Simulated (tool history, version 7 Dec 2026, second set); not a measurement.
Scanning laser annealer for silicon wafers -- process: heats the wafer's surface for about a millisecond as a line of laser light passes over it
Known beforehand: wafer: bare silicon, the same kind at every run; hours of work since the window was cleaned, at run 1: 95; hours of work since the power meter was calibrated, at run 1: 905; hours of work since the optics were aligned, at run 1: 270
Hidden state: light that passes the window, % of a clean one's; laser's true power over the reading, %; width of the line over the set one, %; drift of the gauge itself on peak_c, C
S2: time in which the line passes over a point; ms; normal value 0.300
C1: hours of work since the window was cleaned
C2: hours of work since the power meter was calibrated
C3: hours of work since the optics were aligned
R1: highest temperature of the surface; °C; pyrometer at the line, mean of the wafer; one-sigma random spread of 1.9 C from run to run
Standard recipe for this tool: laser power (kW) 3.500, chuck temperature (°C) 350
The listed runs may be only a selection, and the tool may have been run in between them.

run 1 hour=0.0 | laser_power_(kW)=3.500 S2=0.300 chuck_temperature_(°C)=350 | C1=95 C2=905 C3=270 | R1=1109
run 2 hour=36.2 | laser_power_(kW)=3.500 S2=0.300 chuck_temperature_(°C)=350 | C1=122 C2=932 C3=296 | R1=1105
run 3 hour=66.8 | laser_power_(kW)=3.500 S2=0.300 chuck_temperature_(°C)=350 | C1=144 C2=954 C3=318 | R1=1103
run 4 hour=116.7 | laser_power_(kW)=3.500 S2=0.300 chuck_temperature_(°C)=350 | C1=180 C2=990 C3=355 | R1=1103
run 5 hour=149.0 | laser_power_(kW)=3.500 S2=0.300 chuck_temperature_(°C)=383 | C1=204 C2=1014 C3=378 | R1=1135
run 6 hour=202.6 | laser_power_(kW)=3.500 S2=0.300 chuck_temperature_(°C)=383 | C1=243 C2=1053 C3=417 | R1=1127
run 7 hour=255.4 | laser_power_(kW)=3.500 S2=0.237 chuck_temperature_(°C)=383 | C1=281 C2=1091 C3=456 | R1=1030
run 8 hour=302.0 | laser_power_(kW)=3.500 S2=0.300 chuck_temperature_(°C)=350 | C1=315 C2=1125 C3=490 | R1=1090
run 9 hour=337.9 | laser_power_(kW)=3.500 S2=0.300 chuck_temperature_(°C)=350 | C1=342 C2=1151 C3=516 | R1=1090
run 10 hour=380.7 | laser_power_(kW)=3.500 S2=0.300 chuck_temperature_(°C)=350 | C1=373 C2=1183 C3=547 | R1=1082
run 11 hour=433.8 | laser_power_(kW)=3.500 S2=0.243 chuck_temperature_(°C)=350 | C1=411 C2=1221 C3=586 | R1=1000
run 12 hour=459.9 | laser_power_(kW)=3.500 S2=0.243 chuck_temperature_(°C)=350 | C1=431 C2=1240 C3=605 | R1=995
run 13 hour=489.2 | laser_power_(kW)=3.133 S2=0.300 chuck_temperature_(°C)=350 | C1=452 C2=1262 C3=626 | R1=997
run 14 hour=511.8 | laser_power_(kW)=3.133 S2=0.300 chuck_temperature_(°C)=350 | C1=468 C2=1278 C3=643 | R1=996
run 15 hour=557.3 | laser_power_(kW)=3.133 S2=0.300 chuck_temperature_(°C)=350 | C1=502 C2=1311 C3=676 | R1=993
run 16 hour=598.0 | laser_power_(kW)=3.133 S2=0.300 chuck_temperature_(°C)=350 | C1=531 C2=1341 C3=705 | R1=990
run 17 hour=650.7 | laser_power_(kW)=3.133 S2=0.300 chuck_temperature_(°C)=350 | C1=570 C2=1379 C3=744 | R1=991
run 18 hour=698.7 | laser_power_(kW)=3.346 S2=0.300 chuck_temperature_(°C)=350 | C1=605 C2=1414 C3=779 | R1=1029
-- hour=724.6 window over the wafer cleaned
run 19 hour=750.0 | laser_power_(kW)=3.500 S2=0.262 chuck_temperature_(°C)=350 | C1=19 C2=1450 C3=815 | R1=997
run 20 hour=803.5 | laser_power_(kW)=3.500 S2=0.262 chuck_temperature_(°C)=350 | C1=57 C2=1489 C3=854 | R1=995
run 21 hour=848.4 | laser_power_(kW)=3.387 S2=0.378 chuck_temperature_(°C)=329 | C1=90 C2=1522 C3=886 | R1=1098
run 22 hour=874.5 | laser_power_(kW)=3.387 S2=0.378 chuck_temperature_(°C)=329 | C1=109 C2=1541 C3=905 | R1=1098
run 23 hour=926.3 | laser_power_(kW)=3.500 S2=0.228 chuck_temperature_(°C)=350 | C1=147 C2=1579 C3=943 | R1=937
-- hour=955.8 window over the wafer cleaned, once more
run 24 hour=971.7 | laser_power_(kW)=3.500 S2=0.228 chuck_temperature_(°C)=350 | C1=12 C2=1610 C3=975 | R1=997
run 25 hour=999.3 | laser_power_(kW)=3.212 S2=0.268 chuck_temperature_(°C)=372 | C1=32 C2=1631 C3=995 | R1=1020
run 26 hour=1045.1 | laser_power_(kW)=3.212 S2=0.353 chuck_temperature_(°C)=372 | C1=65 C2=1664 C3=1028 | R1=1135
run 27 hour=1089.5 | laser_power_(kW)=3.212 S2=0.353 chuck_temperature_(°C)=350 | C1=97 C2=1696 C3=1061 | R1=1111
run 28 hour=1136.2 | laser_power_(kW)=3.701 S2=0.249 chuck_temperature_(°C)=374 | C1=132 C2=1730 C3=1095 | R1=1092
run 29 hour=1179.0 | laser_power_(kW)=3.094 S2=0.300 chuck_temperature_(°C)=356 | C1=163 C2=1761 C3=1126 | R1=1015
run 30 hour=1209.3 | laser_power_(kW)=3.094 S2=0.300 chuck_temperature_(°C)=388 | C1=185 C2=1784 C3=1148 | R1=1046
run 31 hour=1241.0 | laser_power_(kW)=3.363 S2=0.300 chuck_temperature_(°C)=319 | C1=208 C2=1807 C3=1171 | R1=1039
run 32 hour=1281.4 | laser_power_(kW)=3.757 S2=0.300 chuck_temperature_(°C)=350 | C1=237 C2=1836 C3=1200 | R1=1155
run 33 hour=1330.7 | laser_power_(kW)=3.757 S2=0.300 chuck_temperature_(°C)=350 | C1=273 C2=1872 C3=1236 | R1=1155
run 34 hour=1384.0 | laser_power_(kW)=3.757 S2=0.300 chuck_temperature_(°C)=350 | C1=312 C2=1911 C3=1275 | R1=1146
run 35 hour=1432.6 | laser_power_(kW)=3.500 S2=0.300 chuck_temperature_(°C)=367 | C1=348 C2=1946 C3=1311 | R1=1103
run 36 hour=1470.0 | laser_power_(kW)=3.206 S2=0.353 chuck_temperature_(°C)=350 | C1=375 C2=1974 C3=1338 | R1=1083
run 37 hour=1494.0 | laser_power_(kW)=3.500 S2=0.291 chuck_temperature_(°C)=334 | C1=392 C2=1991 C3=1355 | R1=1052
run 38 hour=1528.3 | laser_power_(kW)=3.500 S2=0.234 chuck_temperature_(°C)=321 | C1=417 C2=2016 C3=1380 | R1=951
run 39 hour=1581.2 | laser_power_(kW)=3.299 S2=0.300 chuck_temperature_(°C)=350 | C1=456 C2=2055 C3=1419 | R1=1031
run 40 hour=1620.9 | laser_power_(kW)=3.832 S2=0.300 chuck_temperature_(°C)=376 | C1=485 C2=2084 C3=1448 | R1=1176

Describe how what the log doesn't record of the tool's condition differs between the last listed run preceding each entry between runs and the first listed run following it.
After run 18, before run 19: window over the wafer cleaned (hour 724.6)
  light that passes the window, % of a clean one's: 93.73 -> 91.9; laser's true power over the reading, %: 0.75 -> 0.77; width of the line over the set one, %: 1.83 -> 1.92
  the result without the hidden state subtracted from the measured one, R1: -49 -> -62 °C
After run 23, before run 24: window over the wafer cleaned, once more (hour 955.8)
  light that passes the window, % of a clean one's: 90.67 -> 99.71; laser's true power over the reading, %: 0.83 -> 0.85; width of the line over the set one, %: 2.21 -> 2.29
  the result without the hidden state subtracted from the measured one, R1: -66 -> -3 °C
